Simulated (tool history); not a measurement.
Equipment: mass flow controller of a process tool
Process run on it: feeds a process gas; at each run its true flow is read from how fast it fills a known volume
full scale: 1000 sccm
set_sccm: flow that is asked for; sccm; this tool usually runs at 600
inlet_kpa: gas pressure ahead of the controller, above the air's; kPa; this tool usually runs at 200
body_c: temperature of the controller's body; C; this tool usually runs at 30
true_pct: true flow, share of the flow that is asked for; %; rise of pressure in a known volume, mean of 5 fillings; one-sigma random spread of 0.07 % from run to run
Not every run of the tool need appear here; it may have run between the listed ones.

run,hour,set_sccm,inlet_kpa,body_c,true_pct
1,0.0,600,200,30,96.21
# hour 385.9: controller's zero set anew
2,405.3,600,200,30,96.66
3,740.6,600,200,30,96.58
4,1102.7,600,200,30,96.40
5,1536.4,792,200,30,96.76
6,1813.8,792,200,30,96.76
7,2001.0,792,200,30,96.72
8,2449.1,792,200,30,96.74
9,2875.0,792,200,30,96.49
10,3123.8,792,200,30,96.48
11,3501.5,792,200,30,96.45
12,3920.7,792,200,30,96.56
13,4189.5,138,246,23,94.49
14,4549.5,600,200,34,95.40
15,4820.7,600,161,29,95.75
# hour 4953.4: controller exchanged for a calibrated one
16,5096.5,600,161,29,98.75
17,5408.6,600,200,31,98.53
18,5670.0,600,200,31,98.49
19,6040.8,600,200,31,98.46
20,6283.9,600,200,31,98.47
21,6560.0,600,160,30,98.40
22,6983.1,326,177,26,97.78

For run 23, what comes out?
23,7171.6,326,224,26,?

Run 23 gave true_pct 97.59 %.
Without the tool's hidden state the same run would have given true_pct 98.33 %.

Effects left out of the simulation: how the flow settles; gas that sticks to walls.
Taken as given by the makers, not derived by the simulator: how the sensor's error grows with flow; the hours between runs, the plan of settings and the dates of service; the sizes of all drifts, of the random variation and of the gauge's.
